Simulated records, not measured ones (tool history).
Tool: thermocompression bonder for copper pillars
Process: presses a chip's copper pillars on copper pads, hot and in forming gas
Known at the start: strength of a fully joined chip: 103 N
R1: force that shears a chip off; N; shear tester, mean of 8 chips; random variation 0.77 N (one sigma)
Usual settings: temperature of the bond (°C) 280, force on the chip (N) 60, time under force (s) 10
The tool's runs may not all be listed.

{"run": 1, "hour": 0.0, "temperature of the bond (°C)": 280, "force on the chip (N)": 60, "time under force (s)": 10, "R1": 74.1}
{"run": 2, "hour": 11.3, "temperature of the bond (°C)": 280, "force on the chip (N)": 60, "time under force (s)": 10, "R1": 74.2}
{"run": 3, "hour": 28.7, "temperature of the bond (°C)": 280, "force on the chip (N)": 60, "time under force (s)": 10, "R1": 74.9}
{"run": 4, "hour": 39.4, "temperature of the bond (°C)": 280, "force on the chip (N)": 60, "time under force (s)": 10, "R1": 73.2}
{"run": 5, "hour": 55.1, "temperature of the bond (°C)": 280, "force on the chip (N)": 60, "time under force (s)": 10, "R1": 73.8}
{"run": 6, "hour": 69.5, "temperature of the bond (°C)": 280, "force on the chip (N)": 60, "time under force (s)": 10, "R1": 73.7}
{"run": 7, "hour": 83.9, "temperature of the bond (°C)": 280, "force on the chip (N)": 60, "time under force (s)": 10, "R1": 74.0}
{"run": 8, "hour": 101.9, "temperature of the bond (°C)": 280, "force on the chip (N)": 60, "time under force (s)": 10, "R1": 74.5}
{"run": 9, "hour": 118.7, "temperature of the bond (°C)": 280, "force on the chip (N)": 60, "time under force (s)": 10, "R1": 75.0}
{"run": 10, "hour": 137.4, "temperature of the bond (°C)": 280, "force on the chip (N)": 60, "time under force (s)": 10, "R1": 72.5}
{"run": 11, "hour": 159.2, "temperature of the bond (°C)": 280, "force on the chip (N)": 60, "time under force (s)": 10, "R1": 74.7}
{"run": 12, "hour": 181.9, "temperature of the bond (°C)": 280, "force on the chip (N)": 60, "time under force (s)": 10, "R1": 72.3}
{"run": 13, "hour": 203.5, "temperature of the bond (°C)": 250, "force on the chip (N)": 60, "time under force (s)": 10, "R1": 55.6}
{"run": 14, "hour": 212.8, "temperature of the bond (°C)": 250, "force on the chip (N)": 60, "time under force (s)": 15, "R1": 62.9}
{"run": 15, "hour": 230.1, "temperature of the bond (°C)": 250, "force on the chip (N)": 60, "time under force (s)": 15, "R1": 63.1}
{"run": 16, "hour": 246.6, "temperature of the bond (°C)": 250, "force on the chip (N)": 60, "time under force (s)": 15, "R1": 63.9}
{"run": 17, "hour": 263.5, "temperature of the bond (°C)": 250, "force on the chip (N)": 60, "time under force (s)": 15, "R1": 63.9}
{"run": 18, "hour": 284.4, "temperature of the bond (°C)": 280, "force on the chip (N)": 60, "time under force (s)": 10, "R1": 74.6}
{"run": 19, "hour": 305.6, "temperature of the bond (°C)": 280, "force on the chip (N)": 60, "time under force (s)": 10, "R1": 73.9}
{"run": 20, "hour": 316.8, "temperature of the bond (°C)": 280, "force on the chip (N)": 60, "time under force (s)": 10, "R1": 74.1}
{"run": 21, "hour": 328.7, "temperature of the bond (°C)": 265, "force on the chip (N)": 64, "time under force (s)": 13, "R1": 72.5}
{"run": 22, "hour": 341.6, "temperature of the bond (°C)": 265, "force on the chip (N)": 64, "time under force (s)": 13, "R1": 72.2}
{"run": 23, "hour": 356.0, "temperature of the bond (°C)": 308, "force on the chip (N)": 49, "time under force (s)": 5, "R1": 67.0}
{"run": 24, "hour": 377.0, "temperature of the bond (°C)": 308, "force on the chip (N)": 49, "time under force (s)": 5, "R1": 68.8}
{"run": 25, "hour": 389.0, "temperature of the bond (°C)": 310, "force on the chip (N)": 49, "time under force (s)": 7, "R1": 74.1}
{"run": 26, "hour": 408.5, "temperature of the bond (°C)": 276, "force on the chip (N)": 60, "time under force (s)": 10, "R1": 71.1}
{"run": 27, "hour": 424.1, "temperature of the bond (°C)": 299, "force on the chip (N)": 47, "time under force (s)": 7, "R1": 66.2}
{"run": 28, "hour": 434.0, "temperature of the bond (°C)": 302, "force on the chip (N)": 60, "time under force (s)": 11, "R1": 86.8}
{"run": 29, "hour": 454.0, "temperature of the bond (°C)": 302, "force on the chip (N)": 60, "time under force (s)": 11, "R1": 86.7}
{"run": 30, "hour": 470.0, "temperature of the bond (°C)": 279, "force on the chip (N)": 48, "time under force (s)": 6, "R1": 52.8}
{"run": 31, "hour": 489.3, "temperature of the bond (°C)": 273, "force on the chip (N)": 57, "time under force (s)": 16, "R1": 76.4}
{"run": 32, "hour": 498.9, "temperature of the bond (°C)": 293, "force on the chip (N)": 53, "time under force (s)": 8, "R1": 72.2}
{"run": 33, "hour": 509.2, "temperature of the bond (°C)": 308, "force on the chip (N)": 53, "time under force (s)": 8, "R1": 79.9}
{"run": 34, "hour": 530.8, "temperature of the bond (°C)": 280, "force on the chip (N)": 60, "time under force (s)": 6, "R1": 63.9}
{"run": 35, "hour": 540.6, "temperature of the bond (°C)": 280, "force on the chip (N)": 54, "time under force (s)": 11, "R1": 71.7}
{"run": 36, "hour": 550.7, "temperature of the bond (°C)": 280, "force on the chip (N)": 54, "time under force (s)": 11, "R1": 71.1}
{"run": 37, "hour": 572.3, "temperature of the bond (°C)": 270, "force on the chip (N)": 54, "time under force (s)": 5, "R1": 50.6}
{"run": 38, "hour": 582.8, "temperature of the bond (°C)": 270, "force on the chip (N)": 88, "time under force (s)": 6, "R1": 75.7}
{"run": 39, "hour": 605.8, "temperature of the bond (°C)": 270, "force on the chip (N)": 88, "time under force (s)": 6, "R1": 75.8}
{"run": 40, "hour": 623.3, "temperature of the bond (°C)": 270, "force on the chip (N)": 88, "time under force (s)": 6, "R1": 75.3}

Taken out of this log: 1 entry between the listed runs. Where each belongs, and how the hidden state differs across it:
Between runs 17 and 18: forming gas filter changed (hour 270.5)
  oxide that the forming gas leaves, % of the face: 0.64 -> 0.51
